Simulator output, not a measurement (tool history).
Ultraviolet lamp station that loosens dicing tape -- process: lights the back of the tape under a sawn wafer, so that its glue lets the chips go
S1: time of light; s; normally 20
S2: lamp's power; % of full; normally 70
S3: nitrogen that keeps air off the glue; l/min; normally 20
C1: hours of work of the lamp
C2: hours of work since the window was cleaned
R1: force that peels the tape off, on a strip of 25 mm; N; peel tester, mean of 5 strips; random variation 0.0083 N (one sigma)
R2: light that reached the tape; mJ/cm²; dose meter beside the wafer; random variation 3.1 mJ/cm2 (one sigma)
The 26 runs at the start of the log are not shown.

run,hour,S1,S2,S3,C1,C2,R1,R2
27,1744.2,20,79,6,1598,471,0.574,543
28,1796.7,20,79,6,1619,492,0.568,552
# hour 1810.1: lamp changed
29,1868.8,20,79,6,24,521,0.551,551
# hour 1923.2: window cleaned of glue's vapour
30,1935.8,12,98,20,51,5,0.462,409
31,1979,20,100,32,68,23,0.172,696
32,2045.2,20,84,7,95,49,0.457,585
33,2118,20,76,14,124,79,0.346,527
34,2167.5,20,76,14,145,99,0.326,532
35,2233.4,20,89,14,171,126,0.263,622
36,2325.9,20,61,10,209,163,0.644,423
37,2409.4,39,61,26,243,197,0.164,819
38,2452.9,20,100,32,260,215,0.185,694
39,2538.4,20,100,32,295,249,0.174,694
40,2624.3,20,75,12,330,284,0.394,523
41,2672.6,20,64,12,349,304,0.521,446
42,2743.4,24,70,8,378,332,0.411,588
43,2830,20,70,20,413,367,0.339,488

Here are 3 independent what-if runs from the current tool condition. What would each one return?
A,2896.7,18,60,20,440,394,?,?
B,2896.7,20,91,20,440,394,?,?
C,2896.7,24,70,24,440,394,?,?

run,R1,R2
A,0.531,374
B,0.232,634
C,0.241,584
Without the tool's hidden state the same runs would have given:
run,R1,R2
A,0.531,375
B,0.231,635
C,0.241,584
